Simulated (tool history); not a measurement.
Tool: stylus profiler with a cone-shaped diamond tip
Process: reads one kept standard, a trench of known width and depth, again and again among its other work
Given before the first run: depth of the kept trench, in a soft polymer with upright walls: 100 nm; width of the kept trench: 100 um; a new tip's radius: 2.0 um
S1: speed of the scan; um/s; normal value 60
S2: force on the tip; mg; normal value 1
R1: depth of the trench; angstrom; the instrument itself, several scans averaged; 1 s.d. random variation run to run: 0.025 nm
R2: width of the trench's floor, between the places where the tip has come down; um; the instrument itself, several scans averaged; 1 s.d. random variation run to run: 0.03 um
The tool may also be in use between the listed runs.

run 1 hour=0 | S1=60 S2=1 | R1=1003.5 R2=98.26
run 2 hour=119.2 | S1=60 S2=1 | R1=1003.9 R2=98.19
run 3 hour=211 | S1=60 S2=1 | R1=1003.6 R2=98.23
run 4 hour=277.8 | S1=20 S2=1 | R1=1003.6 R2=98.62
run 5 hour=374.2 | S1=60 S2=1.33 | R1=1004.5 R2=98.36
run 6 hour=503.6 | S1=60 S2=0.7 | R1=1002.7 R2=98.07
run 7 hour=622.7 | S1=38 S2=1.17 | R1=1004 R2=98.44
run 8 hour=695.3 | S1=53 S2=0.79 | R1=1003.4 R2=98.17

For run 9, what comes out?
run 9 hour=804.5 | S1=27 S2=0.74 | R1=? R2=?

Logged for run 9: R1 1003.2 angstrom, R2 98.44 um.
On a tool with no hidden condition, and with the same random variation, this run would have come out at R1 1003.2 angstrom, R2 98.45 um.
